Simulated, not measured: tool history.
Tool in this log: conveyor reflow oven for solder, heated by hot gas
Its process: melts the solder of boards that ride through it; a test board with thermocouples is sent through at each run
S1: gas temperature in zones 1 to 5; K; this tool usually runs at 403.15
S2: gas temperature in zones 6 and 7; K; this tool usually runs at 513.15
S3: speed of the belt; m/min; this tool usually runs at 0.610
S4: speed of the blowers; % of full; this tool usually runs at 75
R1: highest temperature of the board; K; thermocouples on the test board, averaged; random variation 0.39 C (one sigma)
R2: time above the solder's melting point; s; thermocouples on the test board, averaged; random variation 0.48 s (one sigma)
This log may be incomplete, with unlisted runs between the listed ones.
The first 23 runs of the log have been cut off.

run 24 hour=186.7 | S1=413.15 S2=513.15 S3=0.610 S4=75 | R1=492.35 R2=45.0
run 25 hour=196.8 | S1=413.15 S2=521.15 S3=0.610 S4=61 | R1=494.25 R2=46.4
run 26 hour=208.2 | S1=415.15 S2=509.15 S3=0.619 S4=80 | R1=489.45 R2=44.1
run 27 hour=215.8 | S1=415.15 S2=509.15 S3=0.575 S4=88 | R1=494.35 R2=50.6
run 28 hour=225.8 | S1=414.15 S2=506.15 S3=0.563 S4=88 | R1=492.75 R2=50.8
run 29 hour=234.3 | S1=401.15 S2=527.15 S3=0.563 S4=53 | R1=495.75 R2=48.4
run 30 hour=245.3 | S1=415.15 S2=523.15 S3=0.610 S4=75 | R1=501.75 R2=50.5
run 31 hour=250.4 | S1=415.15 S2=523.15 S3=0.610 S4=75 | R1=501.55 R2=51.3

Forecast each of these 4 alternatives for the next run:
run A hour=261.0 | S1=400.15 S2=513.15 S3=0.570 S4=65 | R1=? R2=?
run B hour=261.0 | S1=415.15 S2=523.15 S3=0.607 S4=70 | R1=? R2=?
run C hour=261.0 | S1=415.15 S2=514.15 S3=0.505 S4=75 | R1=? R2=?
run D hour=261.0 | S1=403.15 S2=513.15 S3=0.683 S4=68 | R1=? R2=?

run=A R1=489.55 R2=42.8
run=B R1=499.45 R2=49.4
run=C R1=499.45 R2=61.8
run=D R1=482.95 R2=32.1
With the hidden condition removed and each run's random variation left untouched, the same runs would have given:
run=A R1=489.65 R2=42.7
run=B R1=499.65 R2=49.2
run=C R1=499.35 R2=61.4
run=D R1=483.25 R2=32.2

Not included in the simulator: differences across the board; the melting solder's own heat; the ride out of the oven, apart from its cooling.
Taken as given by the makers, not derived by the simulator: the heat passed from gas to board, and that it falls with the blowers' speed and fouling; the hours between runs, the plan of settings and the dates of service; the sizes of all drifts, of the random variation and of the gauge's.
